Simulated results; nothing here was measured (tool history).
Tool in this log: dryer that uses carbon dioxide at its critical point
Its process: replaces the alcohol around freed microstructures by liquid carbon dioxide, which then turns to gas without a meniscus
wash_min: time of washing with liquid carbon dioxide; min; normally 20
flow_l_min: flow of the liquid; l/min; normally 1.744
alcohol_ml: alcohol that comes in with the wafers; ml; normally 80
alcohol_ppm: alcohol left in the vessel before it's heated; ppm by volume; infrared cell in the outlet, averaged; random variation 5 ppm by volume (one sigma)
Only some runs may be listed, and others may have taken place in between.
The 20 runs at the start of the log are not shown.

run	hour	wash_min	flow_l_min	alcohol_ml	alcohol_ppm
21	157	24	2.47	111	33
22	161.7	18	2.02	102	40
23	171.7	19	2.02	40	29
24	179.7	19	1.744	80	58
25	187.3	15	1.24	76	456
26	192.7	15	1.24	76	463
27	196.8	19	1.13	92	310
28	201.2	25	1.85	80	26
29	207.7	30	1.2	56	34
30	214.3	30	1.2	56	39
31	221.1	15	1.37	69	308
32	230.6	21	1.58	69	46
33	239.5	23	1.744	80	31
34	247.9	23	1.744	80	50
35	254.7	23	1.744	80	34

Predict each of these 3 candidate next runs independently; none follows another, all start after run 35:
A	263.5	15	1.41	68	?
B	263.5	18	2.26	80	?
C	263.5	30	1.8	30	?

run	alcohol_ppm
A	273
B	31
C	25
Stripped of hidden state, with their random variation kept, the same runs would have yielded:
run	alcohol_ppm
A	189
B	5
C	1
